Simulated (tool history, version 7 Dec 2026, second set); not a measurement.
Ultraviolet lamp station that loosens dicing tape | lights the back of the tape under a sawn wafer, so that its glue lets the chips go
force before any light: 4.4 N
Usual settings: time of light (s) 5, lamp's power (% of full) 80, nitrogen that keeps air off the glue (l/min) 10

run	hour	time of light (s)	lamp's power (% of full)	nitrogen that keeps air off the glue (l/min)	force that peels the tape off (N)	light that reached the tape (mJ/cm2)
1	0	5	80	10	0.202	405
2	69.1	5	80	10	0.214	403
3	110.8	5	80	10	0.211	398
4	156.4	5	80	10	0.225	398
# hour 192.6: window cleaned of glue's vapour
5	192.6	5	80	10	0.252	374
6	236.1	5	80	10	0.256	373
7	275.9	5	80	10	0.249	369
8	308	5	80	10	0.249	371
# hour 320.2: window cleaned of glue's vapour, once more
9	366.5	5	80	10	0.203	422
10	409.7	5	80	10	0.203	408
11	450.1	5	80	10	0.209	412
12	497.2	3	65	6	0.95	202
13	549.8	3	65	6	0.954	195
14	613	3	69	5	0.975	203
15	685	5	90	10	0.183	438
16	754.8	5	90	10	0.18	433
17	828.4	4	84	4	0.527	316
# hour 864.8: window cleaned of glue's vapour
18	889.5	8	80	10	0.129	645
19	930.3	4	97	15	0.19	385
20	1000.1	3	87	10	0.493	253

5 ways to go on from here, each from the tool as it stands after run 20. What would each give?
A	1061.5	2	80	10	?	?
B	1061.5	3	65	6	?	?
C	1061.5	3	63	12	?	?
D	1061.5	3	87	10	?	?
E	1061.5	5	80	15	?	?

run	force that peels the tape off (N)	light that reached the tape (mJ/cm2)
A	1.123	152
B	1.037	187
C	0.85	184
D	0.496	250
E	0.194	378
Without the tool's hidden state the same runs would have given:
run	force that peels the tape off (N)	light that reached the tape (mJ/cm2)
A	0.813	190
B	0.743	234
C	0.589	230
D	0.324	313
E	0.147	474
